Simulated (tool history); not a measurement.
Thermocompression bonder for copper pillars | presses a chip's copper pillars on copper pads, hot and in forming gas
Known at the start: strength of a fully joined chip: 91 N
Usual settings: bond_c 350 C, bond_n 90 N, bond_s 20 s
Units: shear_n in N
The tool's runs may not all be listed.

run,day,bond_c,bond_n,bond_s,shear_n
1,0,350,90,20,62.2
2,1.433,376,90,20,74.4
3,2.729,350,90,44,73
4,3.862,350,90,44,73.3
5,4.604,350,90,44,71.4
6,6.154,350,90,44,72.2
7,7.333,350,90,20,60.4
8,8.638,350,90,20,59.7
9,9.879,350,118,20,67.8
10,11.212,350,131,20,70.2
11,12.796,350,131,20,70.8
12,14.396,350,131,20,69.7
13,15.275,333,55,21,37.4
14,16.492,333,134,21,61.6
15,17.488,333,134,30,65.5
16,18.792,333,134,30,67.9
17,20.412,350,129,48,82.7
18,21.758,341,125,22,67.4
19,23.179,351,104,35,75
20,24.354,366,104,28,76.6
21,25.446,360,62,14,49
22,26.667,350,88,44,74
23,28.067,350,61,13,43
24,28.771,350,61,13,42.3

Not shown: 1 entry that the log had between the listed runs. Between which runs, and how does the tool's hidden state differ before and after?
Between runs 16 and 17: forming gas filter changed (day 19.229)
  true temperature of the bond over the reading, C: -5.7 -> -5.9; force that reaches the chip, % of what is set: 97.3 -> 97.2; oxide that the forming gas leaves, % of the face: 5.73 -> 0.73
  measured less the result without the state, shear_n: -7.4 -> -2.4 N
